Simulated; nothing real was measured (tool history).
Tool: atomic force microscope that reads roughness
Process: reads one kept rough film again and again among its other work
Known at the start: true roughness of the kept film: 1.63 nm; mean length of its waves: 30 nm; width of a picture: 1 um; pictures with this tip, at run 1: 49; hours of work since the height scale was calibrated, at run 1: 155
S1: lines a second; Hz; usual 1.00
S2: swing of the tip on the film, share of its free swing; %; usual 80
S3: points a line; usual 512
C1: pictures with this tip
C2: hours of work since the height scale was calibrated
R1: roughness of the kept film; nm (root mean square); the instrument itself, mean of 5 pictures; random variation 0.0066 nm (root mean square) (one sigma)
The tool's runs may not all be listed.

{"run": 1, "hour": 0.0, "S1": 1.0, "S2": 80, "S3": 512, "C1": 49, "C2": 155, "R1": 1.422}
{"run": 2, "hour": 7.1, "S1": 1.0, "S2": 80, "S3": 512, "C1": 59, "C2": 159, "R1": 1.436}
{"run": 3, "hour": 21.3, "S1": 0.62, "S2": 80, "S3": 512, "C1": 79, "C2": 167, "R1": 1.465}
{"run": 4, "hour": 30.1, "S1": 1.0, "S2": 80, "S3": 635, "C1": 91, "C2": 172, "R1": 1.417}
{"run": 5, "hour": 36.3, "S1": 1.0, "S2": 80, "S3": 635, "C1": 100, "C2": 175, "R1": 1.416}
{"run": 6, "hour": 50.6, "S1": 3.7, "S2": 80, "S3": 512, "C1": 119, "C2": 183, "R1": 1.172}
{"run": 7, "hour": 57.2, "S1": 3.7, "S2": 80, "S3": 512, "C1": 129, "C2": 187, "R1": 1.179}
{"run": 8, "hour": 65.7, "S1": 1.0, "S2": 90, "S3": 512, "C1": 141, "C2": 191, "R1": 1.345}
{"run": 9, "hour": 79.6, "S1": 1.0, "S2": 90, "S3": 512, "C1": 160, "C2": 199, "R1": 1.336}
{"run": 10, "hour": 93.8, "S1": 1.0, "S2": 80, "S3": 438, "C1": 180, "C2": 207, "R1": 1.385}
{"run": 11, "hour": 107.9, "S1": 1.0, "S2": 80, "S3": 512, "C1": 200, "C2": 215, "R1": 1.39}
{"run": 12, "hour": 122.3, "S1": 0.76, "S2": 80, "S3": 512, "C1": 220, "C2": 223, "R1": 1.419}
{"run": 13, "hour": 130.0, "S1": 0.5, "S2": 80, "S3": 512, "C1": 231, "C2": 227, "R1": 1.444}
{"run": 14, "hour": 138.3, "S1": 1.12, "S2": 80, "S3": 512, "C1": 242, "C2": 232, "R1": 1.379}
{"run": 15, "hour": 147.5, "S1": 1.12, "S2": 80, "S3": 512, "C1": 255, "C2": 237, "R1": 1.38}
{"run": 16, "hour": 155.3, "S1": 1.12, "S2": 80, "S3": 512, "C1": 266, "C2": 241, "R1": 1.376}
{"run": 17, "hour": 162.3, "S1": 1.16, "S2": 80, "S3": 512, "C1": 276, "C2": 245, "R1": 1.353}
{"run": 18, "hour": 175.5, "S1": 1.16, "S2": 80, "S3": 512, "C1": 294, "C2": 253, "R1": 1.363}
{"run": 19, "hour": 189.3, "S1": 1.0, "S2": 80, "S3": 769, "C1": 313, "C2": 260, "R1": 1.385}
{"run": 20, "hour": 202.4, "S1": 1.0, "S2": 80, "S3": 648, "C1": 332, "C2": 268, "R1": 1.359}
{"hour": 204.4, "done": "height scale calibrated on a step standard"}
{"run": 21, "hour": 211.4, "S1": 0.66, "S2": 80, "S3": 648, "C1": 343, "C2": 4, "R1": 1.402}
{"hour": 216.7, "done": "new tip fitted"}
{"run": 22, "hour": 218.4, "S1": 2.86, "S2": 63, "S3": 277, "C1": 2, "C2": 8, "R1": 1.405}
{"run": 23, "hour": 226.9, "S1": 2.86, "S2": 63, "S3": 277, "C1": 14, "C2": 12, "R1": 1.403}
{"run": 24, "hour": 240.5, "S1": 0.66, "S2": 73, "S3": 442, "C1": 33, "C2": 20, "R1": 1.492}
{"run": 25, "hour": 255.6, "S1": 0.66, "S2": 73, "S3": 442, "C1": 54, "C2": 28, "R1": 1.491}
{"hour": 261.7, "done": "height scale calibrated on a step standard, once more"}
{"run": 26, "hour": 270.2, "S1": 1.0, "S2": 77, "S3": 312, "C1": 73, "C2": 5, "R1": 1.438}
{"run": 27, "hour": 284.2, "S1": 1.0, "S2": 77, "S3": 312, "C1": 93, "C2": 13, "R1": 1.432}
{"run": 28, "hour": 293.2, "S1": 1.0, "S2": 60, "S3": 366, "C1": 105, "C2": 18, "R1": 1.493}
{"run": 29, "hour": 306.8, "S1": 1.0, "S2": 60, "S3": 366, "C1": 124, "C2": 25, "R1": 1.492}

Forecast run 30:
{"run": 30, "hour": 313.5, "S1": 1.0, "S2": 60, "S3": 366, "C1": 134, "C2": 29, "R1": "?"}

R1: 1.480 nm (root mean square)
Without the tool's hidden state the same run would have given R1 1.515 nm (root mean square).
